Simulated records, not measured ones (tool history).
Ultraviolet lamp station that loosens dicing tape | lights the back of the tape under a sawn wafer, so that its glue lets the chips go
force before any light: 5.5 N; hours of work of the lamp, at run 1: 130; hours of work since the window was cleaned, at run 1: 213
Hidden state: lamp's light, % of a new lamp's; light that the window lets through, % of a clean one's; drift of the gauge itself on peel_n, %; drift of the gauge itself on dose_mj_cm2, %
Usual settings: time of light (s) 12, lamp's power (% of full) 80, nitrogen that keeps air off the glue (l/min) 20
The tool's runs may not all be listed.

run    day  time of light (s)  lamp's power (% of full)  nitrogen that keeps air off the glue (l/min)  hours of work of the lamp  hours of work since the window was cleaned  force that peels the tape off (N)  light that reached the tape (mJ/cm2)
  1  0.000                 12                        80                                            20                        130                                         213                              0.453                                   399
  2  0.742                 12                        80                                            20                        145                                         228                              0.458                                   398
  3  1.525                 12                        80                                            20                        160                                         243                              0.452                                   397
  4  1.967                 12                        80                                            20                        168                                         251                              0.450                                   394
  5  2.542                 12                        80                                            20                        179                                         262                              0.469                                   391
  6  3.117                 12                        61                                            20                        190                                         273                              0.714                                   299
  7  3.588                 12                        61                                            20                        199                                         282                              0.739                                   293
     3.662  -- window cleaned of glue's vapour
  8  4.321                 12                        61                                             8                        213                                          13                              1.322                                   283
  9  4.992                  7                        70                                             8                        226                                          26                              2.039                                   190
     5.542  -- window cleaned of glue's vapour, once more
 10  5.621                 14                        61                                             7                        238                                           1                              0.971                                   369
 11  6.421                 14                        61                                             7                        253                                          17                              0.943                                   364
 12  6.783                 14                        61                                             7                        260                                          24                              0.915                                   365
 13  7.292                 12                        75                                            11                        270                                          34                              0.673                                   385
 14  7.967                 12                        75                                            11                        283                                          47                              0.667                                   380

The same runs without the tool's hidden state, with the same run-to-run variation:
run  force that peels the tape off (N)  light that reached the tape (mJ/cm2)
  1                              0.383                                   444
  2                              0.382                                   445
  3                              0.373                                   448
  4                              0.369                                   445
  5                              0.382                                   445
  6                              0.573                                   340
  7                              0.587                                   337
  8                              1.046                                   335
  9                              1.707                                   225
 10                              0.872                                   396
 11                              0.838                                   393
 12                              0.809                                   395
 13                              0.585                                   419
 14                              0.574                                   416
